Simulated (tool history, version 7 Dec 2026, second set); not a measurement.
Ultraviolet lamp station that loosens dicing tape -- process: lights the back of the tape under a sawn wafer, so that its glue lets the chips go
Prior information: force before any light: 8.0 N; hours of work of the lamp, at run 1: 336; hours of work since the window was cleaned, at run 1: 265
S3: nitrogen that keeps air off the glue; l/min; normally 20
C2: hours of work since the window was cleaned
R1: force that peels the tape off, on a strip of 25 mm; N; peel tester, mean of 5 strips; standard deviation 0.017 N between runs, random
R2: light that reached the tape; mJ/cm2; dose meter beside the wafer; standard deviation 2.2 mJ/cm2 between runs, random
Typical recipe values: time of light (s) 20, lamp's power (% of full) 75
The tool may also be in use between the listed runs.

run 1 day=0 | time_of_light_(s)=20 lamp's_power_(%_of_full)=75 S3=20 | hours_of_work_of_the_lamp=336 C2=265 | R1=1.047 R2=168
run 2 day=0.35 | time_of_light_(s)=20 lamp's_power_(%_of_full)=75 S3=20 | hours_of_work_of_the_lamp=341 C2=270 | R1=1.061 R2=170
run 3 day=0.879 | time_of_light_(s)=20 lamp's_power_(%_of_full)=75 S3=20 | hours_of_work_of_the_lamp=348 C2=277 | R1=1.059 R2=170
run 4 day=1.204 | time_of_light_(s)=20 lamp's_power_(%_of_full)=96 S3=20 | hours_of_work_of_the_lamp=353 C2=282 | R1=0.644 R2=217
run 5 day=1.658 | time_of_light_(s)=20 lamp's_power_(%_of_full)=96 S3=20 | hours_of_work_of_the_lamp=359 C2=288 | R1=0.643 R2=219
run 6 day=1.971 | time_of_light_(s)=20 lamp's_power_(%_of_full)=96 S3=20 | hours_of_work_of_the_lamp=364 C2=293 | R1=0.643 R2=215
run 7 day=2.529 | time_of_light_(s)=20 lamp's_power_(%_of_full)=75 S3=20 | hours_of_work_of_the_lamp=372 C2=301 | R1=1.08 R2=171
-- day=2.588 window cleaned of glue's vapour
run 8 day=3.054 | time_of_light_(s)=38 lamp's_power_(%_of_full)=77 S3=8 | hours_of_work_of_the_lamp=379 C2=7 | R1=0.648 R2=318
run 9 day=3.65 | time_of_light_(s)=32 lamp's_power_(%_of_full)=76 S3=20 | hours_of_work_of_the_lamp=388 C2=15 | R1=0.415 R2=263
run 10 day=4.346 | time_of_light_(s)=24 lamp's_power_(%_of_full)=75 S3=17 | hours_of_work_of_the_lamp=398 C2=25 | R1=0.924 R2=194
run 11 day=4.842 | time_of_light_(s)=24 lamp's_power_(%_of_full)=77 S3=16 | hours_of_work_of_the_lamp=405 C2=32 | R1=0.941 R2=202
run 12 day=5.438 | time_of_light_(s)=24 lamp's_power_(%_of_full)=77 S3=16 | hours_of_work_of_the_lamp=413 C2=41 | R1=0.932 R2=198
run 13 day=6.079 | time_of_light_(s)=24 lamp's_power_(%_of_full)=77 S3=16 | hours_of_work_of_the_lamp=422 C2=50 | R1=0.925 R2=200
-- day=6.692 window cleaned of glue's vapour, once more
run 14 day=6.779 | time_of_light_(s)=24 lamp's_power_(%_of_full)=77 S3=16 | hours_of_work_of_the_lamp=432 C2=1 | R1=0.754 R2=221

Each row is a separate what-if for the run after 14, all from the same tool condition, not one after another. Results?
run A day=7.104 | time_of_light_(s)=14 lamp's_power_(%_of_full)=61 S3=16 | hours_of_work_of_the_lamp=437 C2=6 | R1=? R2=?
run B day=7.104 | time_of_light_(s)=14 lamp's_power_(%_of_full)=75 S3=20 | hours_of_work_of_the_lamp=437 C2=6 | R1=? R2=?
run C day=7.104 | time_of_light_(s)=24 lamp's_power_(%_of_full)=74 S3=16 | hours_of_work_of_the_lamp=437 C2=6 | R1=? R2=?
run D day=7.104 | time_of_light_(s)=18 lamp's_power_(%_of_full)=75 S3=20 | hours_of_work_of_the_lamp=437 C2=6 | R1=? R2=?

run=A R1=2.579 R2=99
run=B R1=1.727 R2=125
run=C R1=0.843 R2=210
run=D R1=1.148 R2=160
What these runs would have given with no unlogged condition in the tool:
run=A R1=2.327 R2=109
run=B R1=1.508 R2=137
run=C R1=0.7 R2=230
run=D R1=0.972 R2=175
